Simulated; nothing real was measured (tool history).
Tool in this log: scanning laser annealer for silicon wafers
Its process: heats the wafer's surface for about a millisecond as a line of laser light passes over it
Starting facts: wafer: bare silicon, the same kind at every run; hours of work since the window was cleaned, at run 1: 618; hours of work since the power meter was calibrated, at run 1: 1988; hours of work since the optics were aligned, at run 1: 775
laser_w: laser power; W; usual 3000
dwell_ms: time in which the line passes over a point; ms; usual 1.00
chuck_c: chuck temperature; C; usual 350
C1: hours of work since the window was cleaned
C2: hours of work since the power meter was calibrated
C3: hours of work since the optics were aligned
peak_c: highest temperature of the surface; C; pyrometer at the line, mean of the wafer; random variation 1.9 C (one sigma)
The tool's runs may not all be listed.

Run 1, day 0.000: usual settings; C1 618; C2 1988; C3 775. Result: peak_c 1113 C.
Run 2, day 1.975: usual settings; C1 643; C2 2012; C3 800. Result: peak_c 1113 C.
At day 3.054: window over the wafer cleaned.
Run 3, day 4.096: usual settings; C1 13; C2 2038; C3 825. Result: peak_c 1134 C.
Run 4, day 7.858: usual settings but chuck_c 382 C; C1 60; C2 2084; C3 872. Result: peak_c 1166 C.
Run 5, day 11.929: usual settings but chuck_c 382 C; C1 110; C2 2135; C3 922. Result: peak_c 1160 C.
Run 6, day 14.429: usual settings but chuck_c 382 C; C1 141; C2 2166; C3 953. Result: peak_c 1159 C.
Run 7, day 16.429: usual settings but chuck_c 382 C; C1 166; C2 2190; C3 978. Result: peak_c 1161 C.
Run 8, day 18.283: usual settings but chuck_c 382 C; C1 189; C2 2213; C3 1001. Result: peak_c 1159 C.
Run 9, day 21.562: usual settings but chuck_c 342 C; C1 229; C2 2254; C3 1041. Result: peak_c 1115 C.
Run 10, day 25.454: usual settings but chuck_c 342 C; C1 277; C2 2302; C3 1089. Result: peak_c 1115 C.
Run 11, day 27.792: usual settings but chuck_c 342 C; C1 306; C2 2331; C3 1118. Result: peak_c 1111 C.
Run 12, day 31.117: usual settings but dwell_ms 1.04 ms, chuck_c 342 C; C1 347; C2 2372; C3 1160. Result: peak_c 1128 C.
Run 13, day 34.600: usual settings but dwell_ms 1.04 ms, chuck_c 342 C; C1 391; C2 2415; C3 1203. Result: peak_c 1126 C.
Run 14, day 38.575: usual settings but dwell_ms 1.04 ms, chuck_c 342 C; C1 440; C2 2465; C3 1252. Result: peak_c 1121 C.
Run 15, day 42.671: usual settings but laser_w 2920 W, dwell_ms 1.04 ms, chuck_c 342 C; C1 491; C2 2515; C3 1303. Result: peak_c 1103 C.
Run 16, day 46.292: usual settings but laser_w 2920 W, dwell_ms 1.04 ms, chuck_c 349 C; C1 535; C2 2560; C3 1347. Result: peak_c 1104 C.
Run 17, day 49.971: usual settings but laser_w 2920 W, dwell_ms 0.76 ms, chuck_c 349 C; C1 581; C2 2606; C3 1393. Result: peak_c 981 C.
Run 18, day 53.050: usual settings but laser_w 2972 W; C1 619; C2 2644; C3 1431. Result: peak_c 1097 C.
At day 55.967: window over the wafer cleaned.
Run 19, day 57.104: usual settings but laser_w 2972 W; C1 14; C2 2693; C3 1480. Result: peak_c 1122 C.
Run 20, day 61.108: usual settings but laser_w 2972 W; C1 64; C2 2743; C3 1530. Result: peak_c 1121 C.
Run 21, day 65.158: usual settings; C1 114; C2 2793; C3 1580. Result: peak_c 1124 C.
Run 22, day 68.233: usual settings but laser_w 2883 W, dwell_ms 0.72 ms; C1 152; C2 2831; C3 1618. Result: peak_c 970 C.
Run 23, day 71.671: usual settings but dwell_ms 0.98 ms; C1 194; C2 2873; C3 1661. Result: peak_c 1111 C.
Run 24, day 73.771: usual settings but laser_w 3293 W, chuck_c 376 C; C1 220; C2 2899; C3 1687. Result: peak_c 1214 C.
Run 25, day 75.762: usual settings but laser_w 3293 W, chuck_c 376 C; C1 245; C2 2924; C3 1711. Result: peak_c 1214 C.
At day 78.242: optics aligned, line set to its width.
Run 26, day 79.467: usual settings but chuck_c 318 C; C1 288; C2 2967; C3 15. Result: peak_c 1089 C.
Run 27, day 82.529: usual settings but laser_w 2837 W, dwell_ms 0.83 ms, chuck_c 338 C; C1 326; C2 3005; C3 53. Result: peak_c 999 C.
Run 28, day 85.162: usual settings but laser_w 2837 W, dwell_ms 1.21 ms, chuck_c 338 C; C1 359; C2 3038; C3 86. Result: peak_c 1153 C.
Run 29, day 88.888: usual settings but laser_w 2580 W, dwell_ms 0.71 ms, chuck_c 379 C; C1 405; C2 3084; C3 132. Result: peak_c 933 C.
Run 30, day 92.175: usual settings but laser_w 2857 W, dwell_ms 0.92 ms, chuck_c 320 C; C1 446; C2 3125; C3 172. Result: peak_c 1018 C.
Run 31, day 95.133: usual settings but laser_w 2857 W, dwell_ms 0.92 ms, chuck_c 320 C; C1 482; C2 3161; C3 209. Result: peak_c 1015 C.
Run 32, day 98.550: usual settings but laser_w 2675 W, dwell_ms 1.10 ms, chuck_c 320 C; C1 525; C2 3204; C3 251. Result: peak_c 1038 C.
Run 33, day 101.238: usual settings but laser_w 2675 W, dwell_ms 1.10 ms, chuck_c 320 C; C1 558; C2 3237; C3 285. Result: peak_c 1041 C.
Run 34, day 103.442: usual settings but laser_w 3165 W, dwell_ms 0.93 ms, chuck_c 316 C; C1 585; C2 3264; C3 312. Result: peak_c 1083 C.
Run 35, day 106.604: usual settings but dwell_ms 1.20 ms, chuck_c 359 C; C1 624; C2 3303; C3 351. Result: peak_c 1196 C.
Run 36, day 108.546: usual settings but laser_w 2647 W, chuck_c 390 C; C1 648; C2 3327; C3 375. Result: peak_c 1057 C.
At day 109.096: window over the wafer cleaned.
Run 37, day 111.271: usual settings but laser_w 3038 W, chuck_c 390 C; C1 27; C2 3360; C3 408. Result: peak_c 1181 C.
Run 38, day 113.796: usual settings but laser_w 3147 W, dwell_ms 0.80 ms, chuck_c 329 C; C1 58; C2 3391; C3 439. Result: peak_c 1047 C.
Run 39, day 116.150: usual settings but laser_w 2731 W, dwell_ms 0.90 ms, chuck_c 315 C; C1 87; C2 3420; C3 468. Result: peak_c 987 C.
Run 40, day 120.104: usual settings but laser_w 2561 W, dwell_ms 0.90 ms, chuck_c 383 C; C1 136; C2 3469; C3 517. Result: peak_c 1016 C.
Run 41, day 123.262: usual settings but laser_w 2561 W, dwell_ms 0.90 ms, chuck_c 383 C; C1 175; C2 3509; C3 556. Result: peak_c 1010 C.
Run 42, day 126.371: usual settings but laser_w 2561 W, dwell_ms 0.90 ms, chuck_c 383 C; C1 214; C2 3547; C3 595. Result: peak_c 1009 C.

Difference, measured minus no-hidden-state, one row per run. Run-to-run variation is common to both terms; the gauge's own scatter need not be:
The hidden state here: light that passes the window, % of a clean one's; laser's true power over the reading, %; width of the line over the set one, %; drift of the gauge itself on peak_c, C.
run  peak_c
  1     -47
  2     -49
  3     -24
  4     -27
  5     -30
  6     -31
  7     -33
  8     -34
  9     -36
 10     -39
 11     -40
 12     -44
 13     -46
 14     -49
 15     -50
 16     -53
 17     -46
 18     -57
 19     -31
 20     -33
 21     -37
 22     -31
 23     -41
 24     -47
 25     -48
 26     -35
 27     -31
 28     -41
 29     -30
 30     -40
 31     -42
 32     -46
 33     -48
 34     -52
 35     -60
 36     -49
 37     -30
 38     -28
 39     -29
 40     -29
 41     -31
 42     -32

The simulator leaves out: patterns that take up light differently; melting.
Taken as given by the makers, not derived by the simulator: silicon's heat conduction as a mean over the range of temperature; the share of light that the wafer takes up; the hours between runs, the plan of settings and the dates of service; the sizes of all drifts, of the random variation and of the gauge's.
